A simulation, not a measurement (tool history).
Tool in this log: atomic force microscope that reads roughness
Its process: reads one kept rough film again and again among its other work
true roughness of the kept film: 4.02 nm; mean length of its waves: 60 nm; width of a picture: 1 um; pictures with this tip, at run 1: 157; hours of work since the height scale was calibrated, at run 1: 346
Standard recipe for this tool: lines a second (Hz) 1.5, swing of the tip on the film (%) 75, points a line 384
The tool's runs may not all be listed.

run,day,lines a second (Hz),swing of the tip on the film (%),points a line,pictures with this tip,hours of work since the height scale was calibrated,roughness of the kept film (nm (root mean square))
1,0,1.5,75,384,157,346,3.378
2,1.329,0.88,75,384,177,360,3.483
# day 1.712: new tip fitted
3,3.192,0.88,75,384,23,379,3.723
4,5.175,0.88,75,384,54,399,3.616
5,6.2,1.5,75,600,71,410,3.518
6,7.704,1.5,75,600,94,426,3.49
7,8.642,1.5,75,600,109,435,3.446
8,10.704,1.5,75,823,141,456,3.431
9,11.808,1.5,75,823,158,468,3.42
10,13.283,1.5,75,384,182,483,3.394
# day 13.462: new tip fitted
11,15.35,1.5,75,399,30,504,3.564
12,16.929,1.5,75,399,54,520,3.525
13,18.625,1.5,75,399,81,538,3.487
14,19.921,1.5,75,384,101,551,3.481
15,21.762,1.5,75,384,130,570,3.434
16,23.062,1.5,75,384,151,584,3.41
17,24.829,1.5,75,384,178,602,3.37
# day 25.167: new tip fitted
18,25.808,1.5,75,384,10,612,3.607
19,26.867,1.5,75,384,27,623,3.576
20,28.796,1.77,75,384,57,642,3.506
21,30.333,1.5,75,481,81,658,3.476
22,31.729,0.55,75,481,103,673,3.623
23,33.479,0.55,75,481,131,691,3.614
24,34.817,0.55,75,481,152,704,3.583
25,36.192,2.02,75,384,173,719,3.313
# day 36.925: new tip fitted
26,37.267,0.77,75,384,6,729,3.711
27,38.442,0.77,75,384,24,742,3.713
28,39.533,2.61,75,523,41,753,3.37
29,40.846,2.58,69,521,62,766,3.446
30,42.062,2.58,69,521,81,779,3.405
31,43.125,1.85,84,384,98,790,3.228
32,44.375,1.85,84,384,117,803,3.235
33,45.521,1.91,84,384,135,814,3.171
34,47.029,2.27,56,265,159,830,3.498
# day 48.592: new tip fitted
35,48.592,2.27,56,265,0,846,3.744
36,50.229,3.13,66,355,26,863,3.484
37,52.179,1.5,75,397,56,883,3.543
38,53.804,1.5,75,267,82,900,3.476
39,55.542,1.5,75,267,109,917,3.457
40,56.517,2.26,88,507,124,928,3.013
41,57.796,1.5,58,384,144,941,3.564
42,59.371,0.78,81,996,169,957,3.451
# day 60.3: new tip fitted
43,61.312,1.5,79,388,16,977,3.494
44,62.904,3.92,88,540,41,993,2.721
45,64.708,2.94,75,300,69,1012,3.249
46,66.296,1.5,57,333,94,1028,3.671
47,68.333,1.5,57,333,126,1049,3.602
48,70.462,1.5,57,333,160,1071,3.53
49,71.921,3.95,75,296,182,1086,2.984
# day 72.088: new tip fitted
50,74.079,3.95,75,296,31,1108,3.151
51,75.296,2.22,75,297,50,1121,3.411
52,76.217,0.6,75,384,65,1130,3.659
53,77.162,1.45,68,384,79,1140,3.561

Entry by entry between the runs, the difference in hidden state between the last listed run before and the first listed run after:
Between runs 2 and 3: new tip fitted (day 1.712)
  radius of the tip, nm: 20.9 -> 7.2; height scale over the true one, %: -0.66 -> -0.69
  difference, measured minus the result without the unlogged condition, roughness of the kept film (nm (root mean square)): -0.263 -> -0.06
Between runs 10 and 11: new tip fitted (day 13.462)
  radius of the tip, nm: 20.6 -> 8.3; height scale over the true one, %: -0.81 -> -0.83
  difference, measured minus the result without the unlogged condition, roughness of the kept film (nm (root mean square)): -0.257 -> -0.081
Between runs 17 and 18: new tip fitted (day 25.167)
  radius of the tip, nm: 20.7 -> 6; height scale over the true one, %: -0.95 -> -0.97
  difference, measured minus the result without the unlogged condition, roughness of the kept film (nm (root mean square)): -0.263 -> -0.05
Between runs 25 and 26: new tip fitted (day 36.925)
  radius of the tip, nm: 20 -> 5.8; height scale over the true one, %: -1.1 -> -1.11
  difference, measured minus the result without the unlogged condition, roughness of the kept film (nm (root mean square)): -0.253 -> -0.055
Between runs 34 and 35: new tip fitted (day 48.592)
  radius of the tip, nm: 19.2 -> 5.1; height scale over the true one, %: -1.23 -> -1.25
  difference, measured minus the result without the unlogged condition, roughness of the kept film (nm (root mean square)): -0.259 -> -0.049
Between runs 42 and 43: new tip fitted (day 60.3)
  radius of the tip, nm: 19.6 -> 6.4; height scale over the true one, %: -1.39 -> -1.41
  difference, measured minus the result without the unlogged condition, roughness of the kept film (nm (root mean square)): -0.269 -> -0.071
Between runs 49 and 50: new tip fitted (day 72.088)
  radius of the tip, nm: 20.7 -> 7.8; height scale over the true one, %: -1.54 -> -1.57
  difference, measured minus the result without the unlogged condition, roughness of the kept film (nm (root mean square)): -0.252 -> -0.089

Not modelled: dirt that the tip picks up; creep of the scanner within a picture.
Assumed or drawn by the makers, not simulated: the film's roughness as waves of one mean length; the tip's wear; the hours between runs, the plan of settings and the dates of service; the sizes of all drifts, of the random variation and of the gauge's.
